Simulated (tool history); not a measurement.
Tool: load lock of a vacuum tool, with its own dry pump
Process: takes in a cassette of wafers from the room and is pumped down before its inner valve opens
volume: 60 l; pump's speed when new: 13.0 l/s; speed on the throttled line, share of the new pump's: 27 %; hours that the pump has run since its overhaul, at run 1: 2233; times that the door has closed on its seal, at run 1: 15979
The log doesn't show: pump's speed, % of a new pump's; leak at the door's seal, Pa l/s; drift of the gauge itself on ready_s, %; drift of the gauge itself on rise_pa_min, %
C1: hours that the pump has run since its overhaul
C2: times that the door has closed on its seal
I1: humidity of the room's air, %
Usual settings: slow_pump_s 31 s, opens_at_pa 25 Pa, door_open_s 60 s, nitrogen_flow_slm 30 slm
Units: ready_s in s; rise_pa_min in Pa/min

Run 1, hour 0: usual settings; C1 2233; C2 15979; I1 44.6. Result: ready_s 62.4 s, rise_pa_min 0.102 Pa/min.
Run 2, hour 73.2: usual settings but slow_pump_s 29 s; C1 2306; C2 16246; I1 41.2. Result: ready_s 59.4 s, rise_pa_min 0.108 Pa/min.
Run 3, hour 133.1: usual settings but slow_pump_s 29 s; C1 2366; C2 16464; I1 42.6. Result: ready_s 59.8 s, rise_pa_min 0.105 Pa/min.
Run 4, hour 250.5: usual settings; C1 2483; C2 16892; I1 48.9. Result: ready_s 61.6 s, rise_pa_min 0.111 Pa/min.
Run 5, hour 316.9: usual settings; C1 2549; C2 17134; I1 42.5. Result: ready_s 61.5 s, rise_pa_min 0.111 Pa/min.
Run 6, hour 375: usual settings; C1 2608; C2 17346; I1 43.8. Result: ready_s 60.5 s, rise_pa_min 0.108 Pa/min.
Run 7, hour 483.8: usual settings; C1 2716; C2 17742; I1 44.5. Result: ready_s 61.9 s, rise_pa_min 0.116 Pa/min.
Run 8, hour 577: usual settings; C1 2810; C2 18082; I1 45.4. Result: ready_s 61.7 s, rise_pa_min 0.12 Pa/min.
Run 9, hour 716.9: usual settings; C1 2949; C2 18591; I1 46.9. Result: ready_s 62.7 s, rise_pa_min 0.122 Pa/min.
Run 10, hour 782.9: usual settings; C1 3015; C2 18832; I1 43.1. Result: ready_s 62.3 s, rise_pa_min 0.124 Pa/min.
Run 11, hour 870.3: usual settings; C1 3103; C2 19151; I1 42.3. Result: ready_s 62 s, rise_pa_min 0.127 Pa/min.
Run 12, hour 1004.5: usual settings; C1 3237; C2 19639; I1 47. Result: ready_s 62.4 s, rise_pa_min 0.131 Pa/min.
Run 13, hour 1085.4: usual settings but slow_pump_s 53 s, nitrogen_flow_slm 22 slm; C1 3318; C2 19934; I1 45.5. Result: ready_s 77.2 s, rise_pa_min 0.136 Pa/min.
Run 14, hour 1194.4: usual settings but nitrogen_flow_slm 6 slm; C1 3427; C2 20331; I1 48.7. Result: ready_s 62.3 s, rise_pa_min 0.157 Pa/min.
Run 15, hour 1274.7: usual settings but slow_pump_s 17 s, opens_at_pa 47 Pa, door_open_s 65 s, nitrogen_flow_slm 6 slm; C1 3507; C2 20624; I1 45.4. Result: ready_s 48.7 s, rise_pa_min 0.153 Pa/min.
Run 16, hour 1363: usual settings but slow_pump_s 25 s; C1 3596; C2 20946; I1 43.7. Result: ready_s 58.8 s, rise_pa_min 0.141 Pa/min.
Run 17, hour 1482.2: usual settings but slow_pump_s 25 s; C1 3715; C2 21380; I1 46.6. Result: ready_s 57.1 s, rise_pa_min 0.141 Pa/min.

Run 18 comes next. What will it give?
Run 18, hour 1612.5: usual settings but slow_pump_s 24 s, opens_at_pa 19 Pa, door_open_s 90 s, nitrogen_flow_slm 9 slm; C1 3845; C2 21855; I1 47.8. Result: ready_s ?, rise_pa_min ?.

Run 18 gave ready_s 58.7 s, rise_pa_min 0.17 Pa/min.
Without the tool's hidden state the same run would have given ready_s 57.3 s, rise_pa_min 0.049 Pa/min.
